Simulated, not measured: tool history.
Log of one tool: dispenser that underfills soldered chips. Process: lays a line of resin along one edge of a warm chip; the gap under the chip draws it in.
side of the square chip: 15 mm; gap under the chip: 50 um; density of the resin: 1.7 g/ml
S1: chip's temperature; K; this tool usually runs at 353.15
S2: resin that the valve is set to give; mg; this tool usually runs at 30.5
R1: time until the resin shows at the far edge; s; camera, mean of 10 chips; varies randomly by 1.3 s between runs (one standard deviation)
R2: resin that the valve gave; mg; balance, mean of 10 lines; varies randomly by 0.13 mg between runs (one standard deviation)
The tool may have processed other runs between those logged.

run	hour	S1	S2	R1	R2
1	0.0	353.15	30.5	125.9	30.25
2	4.9	353.15	30.5	151.8	30.15
3	9.4	353.15	30.5	186.3	30.01
4	14.3	353.15	30.5	126.6	29.95
5	18.0	354.15	30.5	143.1	29.81
6	23.4	354.15	30.5	178.2	29.76
7	29.6	354.15	30.5	133.0	29.76
8	32.8	353.15	30.5	156.9	29.69
9	36.1	353.15	30.5	182.4	29.94
10	42.0	353.15	30.5	129.6	29.73
11	47.0	353.15	30.5	159.0	29.65
12	50.0	347.15	30.5	227.3	29.81
13	54.4	347.15	28.2	276.7	27.41
14	58.2	347.15	28.2	180.7	27.06
15	61.8	367.15	28.2	100.5	27.32
16	67.9	367.15	28.2	133.1	27.19
17	74.2	367.15	28.2	93.1	27.06
18	79.4	353.15	27.6	187.5	26.38
19	83.3	361.15	26.9	171.6	26.04
20	87.8	358.15	26.9	127.5	25.95
21	91.3	358.15	26.9	149.4	25.78
22	95.9	356.15	27.7	191.3	26.65
23	101.2	341.15	27.9	236.9	26.80
24	105.9	353.15	27.6	178.8	26.56
25	110.4	353.15	27.6	222.5	26.31
26	115.1	353.15	27.6	150.3	26.31
27	121.0	353.15	29.0	186.4	27.50
28	125.6	362.15	33.0	155.6	32.81
29	129.8	364.15	31.6	94.6	31.77
30	134.2	365.15	36.8	111.3	37.05
31	139.8	355.15	26.0	205.8	26.01
32	145.6	359.15	35.2	118.9	35.16
33	148.5	359.15	35.2	133.8	34.99
34	153.0	362.15	35.6	144.3	35.45
35	156.8	362.15	35.6	94.8	35.12
36	159.5	358.15	32.3	123.2	31.94

Removed from this log: 12 entries logged between the listed runs. Between which two listed runs does each belong, and how does the tool's hidden state at the listed run before it compare with that at the listed run after it?
Run 3 -> run 4: new syringe of resin (hour 14.1)
  resin's viscosity, % of fresh resin's: 148.4 -> 100.3; dose that the valve gives, % of what is set: 98.56 -> 98.42; true chip temperature over the reading, C: -0.33 -> -0.34
  measured result minus the result with no hidden state, R1: +62.6 -> +2.2 s; R2: -0.43 -> -0.49 mg
Run 6 -> run 7: new syringe of resin (hour 28.1)
  resin's viscosity, % of fresh resin's: 147.4 -> 107.4; dose that the valve gives, % of what is set: 98.12 -> 97.95; true chip temperature over the reading, C: -0.36 -> -0.37
  measured result minus the result with no hidden state, R1: +59.2 -> +11.1 s; R2: -0.57 -> -0.62 mg
Run 9 -> run 10: new syringe of resin (hour 42.0)
  resin's viscosity, % of fresh resin's: 141.6 -> 102.1; dose that the valve gives, % of what is set: 97.75 -> 97.55; true chip temperature over the reading, C: -0.39 -> -0.4
  measured result minus the result with no hidden state, R1: +55.6 -> +4.9 s; R2: -0.68 -> -0.74 mg
Run 13 -> run 14: new syringe of resin (hour 56.0)
  resin's viscosity, % of fresh resin's: 172 -> 111.8; dose that the valve gives, % of what is set: 97.14 -> 97.02; true chip temperature over the reading, C: -0.42 -> -0.43
  measured result minus the result with no hidden state, R1: +119.4 -> +22.6 s; R2: -0.81 -> -0.84 mg
Run 16 -> run 17: new syringe of resin (hour 69.9)
  resin's viscosity, % of fresh resin's: 168.2 -> 119.5; dose that the valve gives, % of what is set: 96.7 -> 96.51; true chip temperature over the reading, C: -0.45 -> -0.46
  measured result minus the result with no hidden state, R1: +55.7 -> +16.9 s; R2: -0.92 -> -0.98 mg
Run 19 -> run 20: new syringe of resin (hour 84.2)
  resin's viscosity, % of fresh resin's: 175.5 -> 118; dose that the valve gives, % of what is set: 96.21 -> 96.08; true chip temperature over the reading, C: -0.48 -> -0.49
  measured result minus the result with no hidden state, R1: +76.4 -> +22.3 s; R2: -1.03 -> -1.06 mg
Run 22 -> run 23: new syringe of resin (hour 98.1)
  resin's viscosity, % of fresh resin's: 165.9 -> 115.2; dose that the valve gives, % of what is set: 95.82 -> 95.67; true chip temperature over the reading, C: -0.51 -> -0.52
  measured result minus the result with no hidden state, R1: +79.0 -> +37.2 s; R2: -1.16 -> -1.22 mg
Run 25 -> run 26: new syringe of resin (hour 111.9)
  resin's viscosity, % of fresh resin's: 169.6 -> 115.6; dose that the valve gives, % of what is set: 95.37 -> 95.23; true chip temperature over the reading, C: -0.54 -> -0.55
  measured result minus the result with no hidden state, R1: +95.2 -> +24.1 s; R2: -1.28 -> -1.32 mg
Run 27 -> run 28: dispensing valve cleaned and set on the balance (hour 122.6)
  resin's viscosity, % of fresh resin's: 148.4 -> 172.6; dose that the valve gives, % of what is set: 95.03 -> 100.28; true chip temperature over the reading, C: -0.56 -> -0.57
  measured result minus the result with no hidden state, R1: +64.5 -> +67.2 s; R2: -1.44 -> +0.10 mg
Run 28 -> run 29: new syringe of resin (hour 127.1)
  resin's viscosity, % of fresh resin's: 172.6 -> 112.2; dose that the valve gives, % of what is set: 100.28 -> 100.17; true chip temperature over the reading, C: -0.57 -> -0.58
  measured result minus the result with no hidden state, R1: +67.2 -> +12.0 s; R2: +0.10 -> +0.06 mg
Run 31 -> run 32: new syringe of resin (hour 141.2)
  resin's viscosity, % of fresh resin's: 171.2 -> 118; dose that the valve gives, % of what is set: 99.86 -> 99.69; true chip temperature over the reading, C: -0.6 -> -0.61
  measured result minus the result with no hidden state, R1: +88.2 -> +20.4 s; R2: -0.04 -> -0.11 mg
Run 34 -> run 35: new syringe of resin (hour 155.1)
  resin's viscosity, % of fresh resin's: 161.7 -> 105.3; dose that the valve gives, % of what is set: 99.45 -> 99.33
  measured result minus the result with no hidden state, R1: +57.0 -> +6.9 s; R2: -0.20 -> -0.24 mg

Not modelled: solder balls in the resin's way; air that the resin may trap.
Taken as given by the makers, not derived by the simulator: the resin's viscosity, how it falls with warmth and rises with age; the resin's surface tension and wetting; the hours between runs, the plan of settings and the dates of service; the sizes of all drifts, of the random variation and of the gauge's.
